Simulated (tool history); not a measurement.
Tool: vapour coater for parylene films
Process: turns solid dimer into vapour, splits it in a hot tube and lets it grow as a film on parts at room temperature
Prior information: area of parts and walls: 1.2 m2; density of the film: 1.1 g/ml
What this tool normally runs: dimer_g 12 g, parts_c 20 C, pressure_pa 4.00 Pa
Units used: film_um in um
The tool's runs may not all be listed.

run 1 hour=0.0 | dimer_g=12 parts_c=20 pressure_pa=4.00 | film_um=6.96
run 2 hour=58.3 | dimer_g=12 parts_c=20 pressure_pa=3.62 | film_um=6.81
run 3 hour=119.8 | dimer_g=15 parts_c=20 pressure_pa=4.00 | film_um=8.32
run 4 hour=186.2 | dimer_g=15 parts_c=20 pressure_pa=4.00 | film_um=8.15
run 5 hour=222.9 | dimer_g=12 parts_c=20 pressure_pa=4.00 | film_um=6.43
run 6 hour=252.3 | dimer_g=12 parts_c=20 pressure_pa=4.00 | film_um=6.31
run 7 hour=292.4 | dimer_g=12 parts_c=20 pressure_pa=4.00 | film_um=6.26
run 8 hour=346.6 | dimer_g=12 parts_c=20 pressure_pa=4.00 | film_um=6.16
-- hour=398.5 trap's valve overhauled
run 9 hour=398.5 | dimer_g=12 parts_c=20 pressure_pa=4.00 | film_um=5.77
run 10 hour=443.0 | dimer_g=9 parts_c=20 pressure_pa=4.00 | film_um=4.31
run 11 hour=485.9 | dimer_g=12 parts_c=22 pressure_pa=4.00 | film_um=5.06
run 12 hour=514.6 | dimer_g=12 parts_c=19 pressure_pa=4.00 | film_um=5.79
run 13 hour=556.9 | dimer_g=12 parts_c=19 pressure_pa=4.00 | film_um=5.65
run 14 hour=612.1 | dimer_g=12 parts_c=19 pressure_pa=4.00 | film_um=5.37
run 15 hour=672.4 | dimer_g=12 parts_c=19 pressure_pa=4.00 | film_um=5.28
run 16 hour=716.9 | dimer_g=12 parts_c=19 pressure_pa=4.00 | film_um=5.21
run 17 hour=751.4 | dimer_g=12 parts_c=19 pressure_pa=3.53 | film_um=5.28
-- hour=779.9 trap's valve overhauled, once more
-- hour=791.0 table's thermometer calibrated
run 18 hour=794.1 | dimer_g=12 parts_c=20 pressure_pa=4.00 | film_um=7.08
run 19 hour=830.7 | dimer_g=12 parts_c=20 pressure_pa=4.00 | film_um=6.97
run 20 hour=884.2 | dimer_g=12 parts_c=20 pressure_pa=4.00 | film_um=6.95
run 21 hour=921.0 | dimer_g=12 parts_c=20 pressure_pa=8.20 | film_um=6.16
run 22 hour=958.8 | dimer_g=12 parts_c=20 pressure_pa=8.20 | film_um=6.06
run 23 hour=995.4 | dimer_g=12 parts_c=20 pressure_pa=8.20 | film_um=5.94
run 24 hour=1049.3 | dimer_g=12 parts_c=20 pressure_pa=8.20 | film_um=5.86
run 25 hour=1099.5 | dimer_g=12 parts_c=26 pressure_pa=2.21 | film_um=5.34
run 26 hour=1145.0 | dimer_g=13 parts_c=20 pressure_pa=2.84 | film_um=7.15
-- hour=1181.1 trap's valve overhauled
run 27 hour=1197.1 | dimer_g=7 parts_c=20 pressure_pa=4.00 | film_um=4.12
run 28 hour=1254.7 | dimer_g=7 parts_c=20 pressure_pa=4.00 | film_um=3.94
run 29 hour=1315.1 | dimer_g=9 parts_c=20 pressure_pa=11.00 | film_um=4.47
run 30 hour=1356.5 | dimer_g=15 parts_c=20 pressure_pa=2.69 | film_um=8.76
run 31 hour=1394.0 | dimer_g=15 parts_c=32 pressure_pa=4.17 | film_um=4.98
run 32 hour=1451.9 | dimer_g=19 parts_c=18 pressure_pa=4.00 | film_um=10.95
run 33 hour=1496.3 | dimer_g=14 parts_c=25 pressure_pa=5.94 | film_um=5.59
run 34 hour=1558.1 | dimer_g=14 parts_c=22 pressure_pa=2.92 | film_um=6.97
-- hour=1582.0 trap's valve overhauled
run 35 hour=1621.2 | dimer_g=12 parts_c=20 pressure_pa=4.00 | film_um=7.04
run 36 hour=1664.2 | dimer_g=12 parts_c=20 pressure_pa=4.00 | film_um=6.80
run 37 hour=1708.4 | dimer_g=12 parts_c=20 pressure_pa=4.78 | film_um=6.53
run 38 hour=1740.5 | dimer_g=12 parts_c=20 pressure_pa=4.78 | film_um=6.46
run 39 hour=1774.0 | dimer_g=12 parts_c=20 pressure_pa=4.78 | film_um=6.39
run 40 hour=1835.6 | dimer_g=12 parts_c=20 pressure_pa=4.78 | film_um=6.28
run 41 hour=1878.1 | dimer_g=12 parts_c=20 pressure_pa=4.78 | film_um=6.19
run 42 hour=1910.1 | dimer_g=5 parts_c=16 pressure_pa=5.66 | film_um=2.90
run 43 hour=1943.1 | dimer_g=5 parts_c=16 pressure_pa=5.66 | film_um=2.89
-- hour=1979.9 trap's valve overhauled
run 44 hour=2001.0 | dimer_g=13 parts_c=32 pressure_pa=6.11 | film_um=4.21
run 45 hour=2054.8 | dimer_g=12 parts_c=20 pressure_pa=4.37 | film_um=6.77
run 46 hour=2111.9 | dimer_g=7 parts_c=13 pressure_pa=2.89 | film_um=5.01

Here are 4 independent what-if runs from the current tool condition. What would each one return?
run A hour=2175.9 | dimer_g=14 parts_c=13 pressure_pa=3.34 | film_um=?
run B hour=2175.9 | dimer_g=21 parts_c=12 pressure_pa=4.33 | film_um=?
run C hour=2175.9 | dimer_g=5 parts_c=23 pressure_pa=2.30 | film_um=?
run D hour=2175.9 | dimer_g=17 parts_c=23 pressure_pa=6.17 | film_um=?

run=A film_um=9.74
run=B film_um=14.56
run=C film_um=2.66
run=D film_um=7.76
What these runs would have given with no unlogged condition in the tool:
run=A film_um=10.41
run=B film_um=15.55
run=C film_um=2.89
run=D film_um=8.44

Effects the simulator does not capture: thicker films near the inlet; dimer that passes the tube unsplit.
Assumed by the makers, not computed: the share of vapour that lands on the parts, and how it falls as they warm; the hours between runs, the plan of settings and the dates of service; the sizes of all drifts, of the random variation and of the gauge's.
